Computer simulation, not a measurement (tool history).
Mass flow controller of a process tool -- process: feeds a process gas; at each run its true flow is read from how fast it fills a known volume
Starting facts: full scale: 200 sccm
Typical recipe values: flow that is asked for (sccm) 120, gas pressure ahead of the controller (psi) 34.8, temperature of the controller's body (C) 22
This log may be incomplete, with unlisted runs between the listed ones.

| run | hour | flow that is asked for (sccm) | gas pressure ahead of the controller (psi) | temperature of the controller's body (C) | true flow (%) |
|---|---|---|---|---|---|
| 1 | 0 | 120 | 34.8 | 22 | 99.09 |
| 2 | 481.3 | 120 | 34.8 | 22 | 99.03 |
| 3 | 856.2 | 120 | 34.8 | 22 | 98.89 |
|  | 884.1 | controller's zero set anew |
| 4 | 1299 | 120 | 34.8 | 30 | 98.32 |
| 5 | 1664.3 | 120 | 34.8 | 23 | 98.81 |
| 6 | 1949.3 | 120 | 34.8 | 23 | 98.77 |
| 7 | 2361.9 | 120 | 34.8 | 23 | 98.64 |
| 8 | 2764.2 | 120 | 34.8 | 22 | 98.65 |
| 9 | 2970.9 | 120 | 34.8 | 22 | 98.53 |
| 10 | 3290.9 | 120 | 31 | 22 | 98.52 |
| 11 | 3638.1 | 120 | 31 | 22 | 98.4 |
|  | 4032.1 | controller exchanged for a calibrated one |
| 12 | 4114.5 | 120 | 31 | 22 | 98.31 |
| 13 | 4507 | 120 | 31 | 22 | 98.16 |
| 14 | 4725.5 | 120 | 31 | 22 | 98.22 |
| 15 | 5034.6 | 29 | 31 | 22 | 96.76 |
| 16 | 5439.1 | 120 | 34.8 | 22 | 98.1 |
| 17 | 5738.9 | 120 | 34.8 | 22 | 97.99 |
| 18 | 5974.4 | 120 | 34.8 | 27 | 97.72 |
| 19 | 6368.2 | 120 | 34.8 | 38 | 96.69 |
| 20 | 6673.8 | 120 | 34.8 | 38 | 96.78 |
| 21 | 7107.8 | 120 | 34.8 | 22 | 97.84 |
| 22 | 7404.9 | 120 | 34.8 | 22 | 97.75 |
| 23 | 7714.4 | 120 | 34.8 | 22 | 97.78 |
| 24 | 8163.9 | 120 | 22.2 | 22 | 97.49 |
| 25 | 8530.7 | 120 | 29.3 | 22 | 97.53 |
| 26 | 8859.6 | 120 | 29.3 | 22 | 97.44 |
| 27 | 9225 | 65 | 24.1 | 23 | 96.28 |
| 28 | 9488.2 | 80 | 24.9 | 36 | 95.69 |
| 29 | 9769.8 | 81 | 24.9 | 36 | 95.49 |
| 30 | 10218.3 | 81 | 24.9 | 36 | 95.46 |
| 31 | 10473.4 | 90 | 24.9 | 31 | 95.96 |
| 32 | 10688.4 | 24 | 31.8 | 28 | 95.13 |
| 33 | 10934.9 | 41 | 27.7 | 36 | 94.87 |
|  | 11018.1 | controller's zero set anew |
| 34 | 11347.4 | 41 | 29.4 | 36 | 94.85 |
| 35 | 11634.9 | 41 | 29.4 | 26 | 95.5 |
| 36 | 11934.1 | 41 | 29.4 | 26 | 95.5 |
| 37 | 12362.1 | 59 | 28.4 | 37 | 94.74 |
| 38 | 12592.4 | 96 | 28.4 | 35 | 95.39 |
| 39 | 13060.7 | 38 | 31.2 | 33 | 94.74 |
| 40 | 13375.8 | 49 | 36.3 | 22 | 95.69 |
| 41 | 13704.4 | 111 | 27 | 38 | 95.19 |
| 42 | 13902 | 130 | 33.1 | 38 | 95.63 |
|  | 14041.7 | gauge calibrated |
|  | 14181.4 | controller exchanged for a calibrated one |
| 43 | 14327.9 | 130 | 28.7 | 35 | 98.17 |
| 44 | 14752.7 | 52 | 33.5 | 21 | 98.12 |
| 45 | 15154.4 | 52 | 33.5 | 21 | 98.02 |
| 46 | 15543.7 | 47 | 24.4 | 22 | 97.58 |
| 47 | 15966.6 | 84 | 24.4 | 22 | 98.1 |

Alternative continuations, all from the tool just after run 47; predict every row:
| A | 16336.8 | 120 | 36.4 | 25 | ? |
| B | 16336.8 | 120 | 26.4 | 39 | ? |
| C | 16336.8 | 175 | 20.5 | 24 | ? |

| run | true flow (%) |
|---|---|
| A | 98.43 |
| B | 97.36 |
| C | 99.02 |
What these runs would have given with no unlogged condition in the tool:
| run | true flow (%) |
|---|---|
| A | 98.86 |
| B | 97.79 |
| C | 99.45 |
